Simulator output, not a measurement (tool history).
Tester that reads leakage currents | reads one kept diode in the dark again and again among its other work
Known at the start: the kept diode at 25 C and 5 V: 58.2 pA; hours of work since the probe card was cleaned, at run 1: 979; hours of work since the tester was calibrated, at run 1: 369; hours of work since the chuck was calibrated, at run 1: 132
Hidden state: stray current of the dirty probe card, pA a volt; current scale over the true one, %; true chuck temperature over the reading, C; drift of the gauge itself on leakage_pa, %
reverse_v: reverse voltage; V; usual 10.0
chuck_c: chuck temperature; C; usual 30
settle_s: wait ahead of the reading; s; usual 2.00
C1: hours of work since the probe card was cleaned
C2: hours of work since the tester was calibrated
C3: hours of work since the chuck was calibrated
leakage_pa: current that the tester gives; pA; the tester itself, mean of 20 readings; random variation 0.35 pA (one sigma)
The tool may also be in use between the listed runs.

Run 1, hour 0.0: usual settings; C1 979; C2 369; C3 132. Result: leakage_pa 123.28 pA.
Run 2, hour 103.3: usual settings but reverse_v 1.7 V; C1 1053; C2 443; C3 207. Result: leakage_pa 52.07 pA.
Run 3, hour 210.1: usual settings but reverse_v 1.7 V; C1 1130; C2 520; C3 284. Result: leakage_pa 52.36 pA.
Run 4, hour 293.3: usual settings but chuck_c 40 C; C1 1190; C2 580; C3 343. Result: leakage_pa 244.49 pA.
Run 5, hour 357.3: usual settings but chuck_c 40 C; C1 1236; C2 626; C3 390. Result: leakage_pa 244.97 pA.
Run 6, hour 482.2: usual settings; C1 1326; C2 716; C3 480. Result: leakage_pa 126.75 pA.
Run 7, hour 599.2: usual settings; C1 1410; C2 801; C3 564. Result: leakage_pa 128.28 pA.
Run 8, hour 669.1: usual settings; C1 1461; C2 851; C3 614. Result: leakage_pa 128.37 pA.
Run 9, hour 759.0: usual settings but reverse_v 7.8 V; C1 1526; C2 916; C3 679. Result: leakage_pa 114.36 pA.
Run 10, hour 849.5: usual settings but reverse_v 2.5 V; C1 1591; C2 981; C3 744. Result: leakage_pa 65.10 pA.
Run 11, hour 924.7: usual settings but reverse_v 2.5 V, chuck_c 44 C; C1 1645; C2 1035; C3 799. Result: leakage_pa 165.51 pA.
Run 12, hour 1024.6: usual settings but reverse_v 2.5 V, chuck_c 44 C; C1 1717; C2 1107; C3 871. Result: leakage_pa 166.52 pA.
Run 13, hour 1137.7: usual settings but reverse_v 2.5 V, chuck_c 44 C; C1 1799; C2 1189; C3 952. Result: leakage_pa 167.11 pA.
At hour 1145.8: chuck's temperature calibrated.
Run 14, hour 1202.6: usual settings but reverse_v 4.3 V, chuck_c 51 C; C1 1844; C2 1234; C3 41. Result: leakage_pa 341.77 pA.
Run 15, hour 1287.3: usual settings but reverse_v 8.9 V, chuck_c 24 C; C1 1905; C2 1295; C3 102. Result: leakage_pa 86.12 pA.
Run 16, hour 1362.2: usual settings but reverse_v 1.3 V, settle_s 1.26 s; C1 1959; C2 1349; C3 156. Result: leakage_pa 49.43 pA.
Run 17, hour 1434.6: usual settings but reverse_v 9.4 V, chuck_c 20 C, settle_s 0.52 s; C1 2011; C2 1402; C3 208. Result: leakage_pa 70.49 pA.
Run 18, hour 1559.5: usual settings but reverse_v 9.4 V, chuck_c 20 C, settle_s 0.52 s; C1 2101; C2 1492; C3 298. Result: leakage_pa 71.40 pA.
At hour 1667.1: chuck's temperature calibrated, once more.
Run 19, hour 1669.2: usual settings but reverse_v 7.1 V, chuck_c 26 C, settle_s 0.52 s; C1 2179; C2 1569; C3 1. Result: leakage_pa 82.69 pA.
Run 20, hour 1773.1: usual settings but chuck_c 50 C, settle_s 1.86 s; C1 2254; C2 1644; C3 76. Result: leakage_pa 451.51 pA.
Run 21, hour 1840.2: usual settings but reverse_v 3.7 V, chuck_c 50 C, settle_s 0.60 s; C1 2302; C2 1692; C3 125. Result: leakage_pa 281.15 pA.
Run 22, hour 1932.7: usual settings but reverse_v 15.4 V, chuck_c 27 C, settle_s 0.46 s; C1 2369; C2 1759; C3 191. Result: leakage_pa 137.22 pA.
Run 23, hour 2056.9: usual settings but reverse_v 15.4 V, chuck_c 27 C, settle_s 0.46 s; C1 2458; C2 1849; C3 281. Result: leakage_pa 137.62 pA.
Run 24, hour 2152.1: usual settings but reverse_v 19.2 V, chuck_c 27 C, settle_s 0.46 s; C1 2527; C2 1917; C3 350. Result: leakage_pa 158.11 pA.
At hour 2185.3: probe card cleaned and baked.
Run 25, hour 2247.3: usual settings but reverse_v 19.2 V, chuck_c 27 C, settle_s 0.46 s; C1 45; C2 1984; C3 416. Result: leakage_pa 132.07 pA.
Run 26, hour 2307.4: usual settings but reverse_v 19.2 V, chuck_c 27 C, settle_s 0.46 s; C1 88; C2 2027; C3 459. Result: leakage_pa 132.72 pA.

Hidden state at the last listed run before each entry between runs and at the first one after, where it differs:
Between runs 13 and 14: chuck's temperature calibrated (hour 1145.8)
  stray current of the dirty probe card, pA a volt: 1.028 -> 1.055; current scale over the true one, %: -1 -> -1.05; true chuck temperature over the reading, C: 0.86 -> 1.15
  measured less the result without the state, leakage_pa: +9.85 -> +24.48 pA
Between runs 18 and 19: chuck's temperature calibrated, once more (hour 1667.1)
  stray current of the dirty probe card, pA a volt: 1.211 -> 1.257; current scale over the true one, %: -1.28 -> -1.34; true chuck temperature over the reading, C: 1.36 -> 0.05
  measured less the result without the state, leakage_pa: +16.21 -> +7.93 pA
Between runs 24 and 25: probe card cleaned and baked (hour 2185.3)
  stray current of the dirty probe card, pA a volt: 1.454 -> 0.049; current scale over the true one, %: -1.65 -> -1.71; true chuck temperature over the reading, C: 0.33 -> 0.38
  measured less the result without the state, leakage_pa: +28.03 -> +1.88 pA
